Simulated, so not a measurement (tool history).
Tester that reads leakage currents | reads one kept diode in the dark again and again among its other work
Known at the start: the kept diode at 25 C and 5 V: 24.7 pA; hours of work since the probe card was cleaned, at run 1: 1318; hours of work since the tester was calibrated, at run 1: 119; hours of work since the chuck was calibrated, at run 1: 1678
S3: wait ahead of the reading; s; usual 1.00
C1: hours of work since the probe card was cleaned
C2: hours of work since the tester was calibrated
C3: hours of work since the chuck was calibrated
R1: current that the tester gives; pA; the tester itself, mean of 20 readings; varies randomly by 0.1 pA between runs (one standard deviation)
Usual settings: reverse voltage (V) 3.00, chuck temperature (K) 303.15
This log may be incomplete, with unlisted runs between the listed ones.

{"run": 1, "hour": 0.0, "reverse voltage (V)": 3.0, "chuck temperature (K)": 303.15, "S3": 1.0, "C1": 1318, "C2": 119, "C3": 1678, "R1": 36.46}
{"run": 2, "hour": 44.5, "reverse voltage (V)": 3.0, "chuck temperature (K)": 303.15, "S3": 1.0, "C1": 1348, "C2": 150, "C3": 1709, "R1": 36.76}
{"run": 3, "hour": 117.0, "reverse voltage (V)": 3.0, "chuck temperature (K)": 303.15, "S3": 1.53, "C1": 1398, "C2": 199, "C3": 1758, "R1": 36.71}
{"run": 4, "hour": 169.8, "reverse voltage (V)": 4.01, "chuck temperature (K)": 303.15, "S3": 1.0, "C1": 1434, "C2": 235, "C3": 1794, "R1": 44.48}
{"hour": 194.1, "done": "probe card cleaned and baked"}
{"run": 5, "hour": 262.4, "reverse voltage (V)": 4.01, "chuck temperature (K)": 303.15, "S3": 1.0, "C1": 46, "C2": 296, "C3": 1855, "R1": 38.59}
{"run": 6, "hour": 305.9, "reverse voltage (V)": 4.01, "chuck temperature (K)": 303.15, "S3": 1.0, "C1": 76, "C2": 326, "C3": 1884, "R1": 38.7}
{"run": 7, "hour": 367.8, "reverse voltage (V)": 3.0, "chuck temperature (K)": 297.15, "S3": 1.0, "C1": 118, "C2": 368, "C3": 1927, "R1": 18.98}
{"run": 8, "hour": 451.4, "reverse voltage (V)": 3.0, "chuck temperature (K)": 297.15, "S3": 1.0, "C1": 175, "C2": 424, "C3": 1983, "R1": 19.19}
{"hour": 496.9, "done": "chuck's temperature calibrated"}
{"run": 9, "hour": 496.9, "reverse voltage (V)": 3.0, "chuck temperature (K)": 297.15, "S3": 1.0, "C1": 205, "C2": 454, "C3": 0, "R1": 18.16}
{"run": 10, "hour": 565.1, "reverse voltage (V)": 3.0, "chuck temperature (K)": 297.15, "S3": 1.0, "C1": 251, "C2": 500, "C3": 46, "R1": 18.36}
{"run": 11, "hour": 630.5, "reverse voltage (V)": 3.0, "chuck temperature (K)": 297.15, "S3": 1.0, "C1": 295, "C2": 545, "C3": 91, "R1": 18.43}
{"run": 12, "hour": 688.5, "reverse voltage (V)": 3.0, "chuck temperature (K)": 297.15, "S3": 1.0, "C1": 335, "C2": 584, "C3": 130, "R1": 18.56}
{"hour": 699.8, "done": "tester calibrated"}
{"run": 13, "hour": 777.0, "reverse voltage (V)": 3.0, "chuck temperature (K)": 297.15, "S3": 1.0, "C1": 394, "C2": 53, "C3": 189, "R1": 18.88}
{"run": 14, "hour": 842.1, "reverse voltage (V)": 3.0, "chuck temperature (K)": 319.15, "S3": 1.0, "C1": 438, "C2": 97, "C3": 233, "R1": 129.23}
{"run": 15, "hour": 900.1, "reverse voltage (V)": 3.0, "chuck temperature (K)": 319.15, "S3": 1.0, "C1": 478, "C2": 136, "C3": 273, "R1": 129.08}
{"run": 16, "hour": 980.0, "reverse voltage (V)": 3.0, "chuck temperature (K)": 319.15, "S3": 1.0, "C1": 532, "C2": 191, "C3": 327, "R1": 129.45}
{"run": 17, "hour": 1061.4, "reverse voltage (V)": 3.0, "chuck temperature (K)": 319.15, "S3": 1.0, "C1": 587, "C2": 246, "C3": 383, "R1": 129.9}
{"run": 18, "hour": 1102.2, "reverse voltage (V)": 3.0, "chuck temperature (K)": 319.15, "S3": 1.0, "C1": 615, "C2": 274, "C3": 410, "R1": 130.19}
{"run": 19, "hour": 1162.2, "reverse voltage (V)": 3.0, "chuck temperature (K)": 319.15, "S3": 1.0, "C1": 656, "C2": 315, "C3": 451, "R1": 130.89}
{"run": 20, "hour": 1212.5, "reverse voltage (V)": 3.0, "chuck temperature (K)": 319.15, "S3": 1.0, "C1": 690, "C2": 349, "C3": 485, "R1": 130.95}
{"hour": 1301.3, "done": "tester calibrated, once more"}
{"run": 21, "hour": 1301.3, "reverse voltage (V)": 3.0, "chuck temperature (K)": 319.15, "S3": 1.0, "C1": 749, "C2": 0, "C3": 544, "R1": 130.38}
{"run": 22, "hour": 1370.8, "reverse voltage (V)": 4.73, "chuck temperature (K)": 319.15, "S3": 1.0, "C1": 796, "C2": 47, "C3": 592, "R1": 169.88}
{"run": 23, "hour": 1439.8, "reverse voltage (V)": 3.0, "chuck temperature (K)": 306.15, "S3": 1.06, "C1": 843, "C2": 94, "C3": 639, "R1": 43.75}
{"run": 24, "hour": 1488.1, "reverse voltage (V)": 3.0, "chuck temperature (K)": 306.15, "S3": 1.06, "C1": 876, "C2": 127, "C3": 672, "R1": 44.07}
{"run": 25, "hour": 1554.2, "reverse voltage (V)": 16.36, "chuck temperature (K)": 303.15, "S3": 5.55, "C1": 921, "C2": 172, "C3": 716, "R1": 96.84}
{"run": 26, "hour": 1608.0, "reverse voltage (V)": 16.36, "chuck temperature (K)": 303.15, "S3": 5.55, "C1": 958, "C2": 209, "C3": 753, "R1": 97.13}
{"run": 27, "hour": 1700.2, "reverse voltage (V)": 16.36, "chuck temperature (K)": 303.15, "S3": 5.55, "C1": 1020, "C2": 271, "C3": 816, "R1": 99.38}
{"run": 28, "hour": 1799.6, "reverse voltage (V)": 19.93, "chuck temperature (K)": 303.15, "S3": 1.91, "C1": 1088, "C2": 339, "C3": 883, "R1": 115.59}
{"run": 29, "hour": 1879.7, "reverse voltage (V)": 3.0, "chuck temperature (K)": 299.15, "S3": 5.84, "C1": 1143, "C2": 393, "C3": 938, "R1": 25.16}
{"run": 30, "hour": 1947.2, "reverse voltage (V)": 3.0, "chuck temperature (K)": 299.15, "S3": 5.84, "C1": 1188, "C2": 439, "C3": 984, "R1": 25.3}
{"run": 31, "hour": 2007.0, "reverse voltage (V)": 2.73, "chuck temperature (K)": 303.15, "S3": 3.26, "C1": 1229, "C2": 480, "C3": 1024, "R1": 33.52}
{"run": 32, "hour": 2105.1, "reverse voltage (V)": 15.17, "chuck temperature (K)": 303.15, "S3": 3.26, "C1": 1296, "C2": 547, "C3": 1091, "R1": 100.08}
{"run": 33, "hour": 2162.9, "reverse voltage (V)": 5.84, "chuck temperature (K)": 295.15, "S3": 1.0, "C1": 1335, "C2": 586, "C3": 1131, "R1": 30.7}
{"run": 34, "hour": 2210.9, "reverse voltage (V)": 5.84, "chuck temperature (K)": 295.15, "S3": 1.0, "C1": 1368, "C2": 619, "C3": 1163, "R1": 30.88}
{"run": 35, "hour": 2264.7, "reverse voltage (V)": 5.84, "chuck temperature (K)": 295.15, "S3": 1.0, "C1": 1404, "C2": 655, "C3": 1200, "R1": 31.18}
{"run": 36, "hour": 2309.4, "reverse voltage (V)": 10.42, "chuck temperature (K)": 311.15, "S3": 6.88, "C1": 1435, "C2": 686, "C3": 1230, "R1": 147.8}
{"hour": 2331.8, "done": "probe card cleaned and baked"}
{"run": 37, "hour": 2382.9, "reverse voltage (V)": 10.42, "chuck temperature (K)": 311.15, "S3": 6.88, "C1": 35, "C2": 734, "C3": 1278, "R1": 132.33}
{"run": 38, "hour": 2439.0, "reverse voltage (V)": 10.42, "chuck temperature (K)": 311.15, "S3": 1.11, "C1": 73, "C2": 772, "C3": 1316, "R1": 134.33}
{"run": 39, "hour": 2490.4, "reverse voltage (V)": 10.42, "chuck temperature (K)": 311.15, "S3": 1.11, "C1": 108, "C2": 807, "C3": 1351, "R1": 134.37}
{"run": 40, "hour": 2589.3, "reverse voltage (V)": 1.01, "chuck temperature (K)": 326.15, "S3": 4.53, "C1": 175, "C2": 874, "C3": 1419, "R1": 127.56}
{"run": 41, "hour": 2654.4, "reverse voltage (V)": 8.33, "chuck temperature (K)": 301.15, "S3": 1.0, "C1": 219, "C2": 918, "C3": 1463, "R1": 50.19}

Hidden state or all else? Some run-to-run changes of R1, split into what the settings, what came in and random variation would give without the hidden state, and what is left for the hidden state (with any gauge scatter that isn't in both results):
Hidden state present: stray current of the dirty probe card, pA a volt; current scale over the true one, %; true chuck temperature over the reading, C; drift of the gauge itself on leakage_pa, %.
Run 13 -> 14: chuck temperature (K) 297.15 -> 319.15. R1 +110.35 pA: hidden state +1.75, all else +108.60.
Run 22 -> 23: reverse voltage (V) 4.73 -> 3.00, chuck temperature (K) 319.15 -> 306.15, S3 1.00 -> 1.06. R1 -126.13 pA: hidden state -3.65, all else -122.48.
Run 28 -> 29: reverse voltage (V) 19.93 -> 3.00, chuck temperature (K) 303.15 -> 299.15, S3 1.91 -> 5.84. R1 -90.43 pA: hidden state -22.31, all else -68.12.
Run 31 -> 32: reverse voltage (V) 2.73 -> 15.17. R1 +66.56 pA: hidden state +20.01, all else +46.55.
Run 35 -> 36: reverse voltage (V) 5.84 -> 10.42, chuck temperature (K) 295.15 -> 311.15, S3 1.00 -> 6.88. R1 +116.62 pA: hidden state +12.16, all else +104.46.
Run 36 -> 37: probe card cleaned and baked. R1 -15.47 pA: hidden state -15.90, all else +0.43.

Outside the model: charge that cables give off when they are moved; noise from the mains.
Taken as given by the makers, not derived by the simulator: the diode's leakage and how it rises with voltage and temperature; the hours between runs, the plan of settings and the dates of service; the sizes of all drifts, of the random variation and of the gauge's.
